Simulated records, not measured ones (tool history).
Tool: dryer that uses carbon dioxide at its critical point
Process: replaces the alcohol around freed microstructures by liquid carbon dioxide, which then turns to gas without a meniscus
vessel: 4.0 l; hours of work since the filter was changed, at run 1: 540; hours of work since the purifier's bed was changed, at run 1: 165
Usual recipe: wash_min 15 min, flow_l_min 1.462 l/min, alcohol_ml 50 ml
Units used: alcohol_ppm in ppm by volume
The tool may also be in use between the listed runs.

run,hour,wash_min,flow_l_min,alcohol_ml,hours of work since the filter was changed,hours of work since the purifier's bed was changed,alcohol_ppm
1,0,15,1.462,50,540,165,273
2,21.7,15,1.462,50,552,177,300
# hour 38.3: inlet filter changed
3,48.1,15,1.16,50,5,191,425
4,70.5,15,1.16,50,18,204,426
5,93.2,15,1.462,80,31,216,314
6,110.8,15,1.462,80,40,226,308
7,127.6,15,1.462,107,50,236,419
8,157.8,15,1.462,107,66,252,420
9,171,15,1.462,107,74,260,425
10,184.1,10,1.462,50,81,267,763
11,202.8,15,1.462,50,92,277,231
12,221.3,15,1.79,50,102,288,119
13,248.6,15,1.79,33,117,303,105
14,269.2,15,1.462,50,128,314,246
15,296.3,15,1.28,50,143,329,361
16,313.9,15,2.1,50,153,339,109
17,339.7,22,2.1,50,168,353,76
18,369.9,15,1.99,50,184,370,112
19,384.3,15,1.99,50,192,378,107
20,397.9,15,1.99,50,200,386,126
21,428,15,1.99,50,217,403,123
22,444.9,15,1.99,50,226,412,126
23,472,21,1.99,50,241,427,96
24,484.8,15,1.01,67,248,434,991
25,511.1,18,0.93,58,263,449,660
26,539.1,20,1.462,67,279,464,157
27,568.1,15,1.24,22,295,481,258
28,588.5,20,1.22,37,306,492,192
29,608.9,15,1.81,59,317,503,187
30,637.6,24,1.95,59,333,519,104
31,668.1,18,1.42,50,350,536,213
32,699.4,12,1.28,27,368,554,494
33,718,15,0.92,50,378,564,1017
34,748.3,10,1.462,50,395,581,982
35,776.9,10,1.21,69,411,597,1971
36,794.3,15,2.31,50,420,606,149
37,814.6,14,2.27,50,432,618,167
38,834,17,1.02,36,443,628,479
39,855.3,15,1.6,44,454,640,266
40,876.1,12,2.1,74,466,652,335
41,905.2,20,2.14,58,482,668,129
42,930.5,20,1.53,62,496,682,195
43,959.4,21,1.73,62,512,698,160
44,984.4,12,1.25,86,526,712,1610
45,1007,15,1.462,26,539,725,269
46,1037.8,15,1.35,26,556,742,311

Results per run with the tool's hidden condition removed, run-to-run variation unchanged:
Hidden conditions of the tool in this case: flow that reaches the vessel past the clogged filter, %; alcohol in the recycled carbon dioxide, ppm; drift of the gauge itself on alcohol_ppm, %.
run,alcohol_ppm
1,150
2,168
3,387
4,384
5,267
6,258
7,361
8,354
9,354
10,682
11,168
12,61
13,46
14,170
15,269
16,42
17,12
18,38
19,30
20,46
21,40
22,42
23,16
24,785
25,484
26,53
27,136
28,79
29,69
30,8
31,83
32,317
33,741
34,699
35,1527
36,25
37,37
38,273
39,100
40,138
41,4
42,45
43,19
44,1080
45,88
46,113

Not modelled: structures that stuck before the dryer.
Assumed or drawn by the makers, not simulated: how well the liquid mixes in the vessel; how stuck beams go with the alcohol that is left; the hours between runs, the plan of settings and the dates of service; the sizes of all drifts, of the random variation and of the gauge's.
